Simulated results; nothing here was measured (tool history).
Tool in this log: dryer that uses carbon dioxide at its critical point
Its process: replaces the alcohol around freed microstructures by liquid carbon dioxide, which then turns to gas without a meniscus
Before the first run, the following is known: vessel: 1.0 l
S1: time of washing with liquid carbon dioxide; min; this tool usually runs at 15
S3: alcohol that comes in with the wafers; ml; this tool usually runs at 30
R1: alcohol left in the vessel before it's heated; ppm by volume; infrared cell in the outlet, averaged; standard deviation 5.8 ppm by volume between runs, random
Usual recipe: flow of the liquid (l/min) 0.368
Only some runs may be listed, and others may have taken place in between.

Run 1, hour 0: usual settings. Result: R1 259 ppm by volume.
Run 2, hour 6: usual settings. Result: R1 260 ppm by volume.
Run 3, hour 15.6: usual settings. Result: R1 265 ppm by volume.
Run 4, hour 24.2: usual settings. Result: R1 269 ppm by volume.
Run 5, hour 36.8: usual settings. Result: R1 276 ppm by volume.
Run 6, hour 45.3: usual settings. Result: R1 279 ppm by volume.
Run 7, hour 52.3: usual settings. Result: R1 281 ppm by volume.
Run 8, hour 64.5: usual settings. Result: R1 287 ppm by volume.
Run 9, hour 77.1: usual settings but flow of the liquid (l/min) 0.29. Result: R1 826 ppm by volume.
Run 10, hour 87.2: usual settings. Result: R1 301 ppm by volume.
Run 11, hour 96.4: usual settings. Result: R1 305 ppm by volume.
Run 12, hour 102.7: usual settings but S1 18 min. Result: R1 138 ppm by volume.
Run 13, hour 111.9: usual settings but S1 18 min. Result: R1 136 ppm by volume.
Run 14, hour 122.2: usual settings but S1 11 min, flow of the liquid (l/min) 0.229, S3 40 ml. Result: R1 5337 ppm by volume.
Run 15, hour 128.2: usual settings but flow of the liquid (l/min) 0.385, S3 107 ml. Result: R1 883 ppm by volume.
Run 16, hour 135.4: usual settings but S1 21 min, flow of the liquid (l/min) 0.565, S3 23 ml. Result: R1 29 ppm by volume.
Run 17, hour 142: usual settings but S1 23 min, S3 63 ml. Result: R1 82 ppm by volume.
Run 18, hour 152.7: usual settings but S1 9 min, S3 110 ml. Result: R1 7239 ppm by volume.
Run 19, hour 162.5: usual settings but S1 17 min. Result: R1 205 ppm by volume.
Run 20, hour 171.5: usual settings but S1 17 min, flow of the liquid (l/min) 0.475, S3 24 ml. Result: R1 52 ppm by volume.
Run 21, hour 179.1: usual settings but S1 17 min, flow of the liquid (l/min) 0.475, S3 24 ml. Result: R1 63 ppm by volume.
Run 22, hour 190.1: usual settings but S1 17 min, flow of the liquid (l/min) 0.475, S3 24 ml. Result: R1 65 ppm by volume.
Run 23, hour 202.4: usual settings but S1 14 min, S3 62 ml. Result: R1 1020 ppm by volume.
Run 24, hour 211.1: usual settings but S1 11 min, flow of the liquid (l/min) 0.561, S3 36 ml. Result: R1 243 ppm by volume.

4 options for the next run, each taken on its own from the tool as it stands now. Forecast them:
Run A, hour 221.7: usual settings but S1 11 min, flow of the liquid (l/min) 0.494, S3 36 ml. Result: R1 ?.
Run B, hour 221.7: usual settings but S1 11 min, flow of the liquid (l/min) 0.379, S3 36 ml. Result: R1 ?.
Run C, hour 221.7: usual settings but flow of the liquid (l/min) 0.355, S3 56 ml. Result: R1 ?.
Run D, hour 221.7: usual settings but S1 11 min, flow of the liquid (l/min) 0.561. Result: R1 ?.

run    R1
  A   441
  B  1317
  C   833
  D   225
What these runs would have given with no unlogged condition in the tool:
run   R1
  A  218
  B  799
  C  438
  D  101
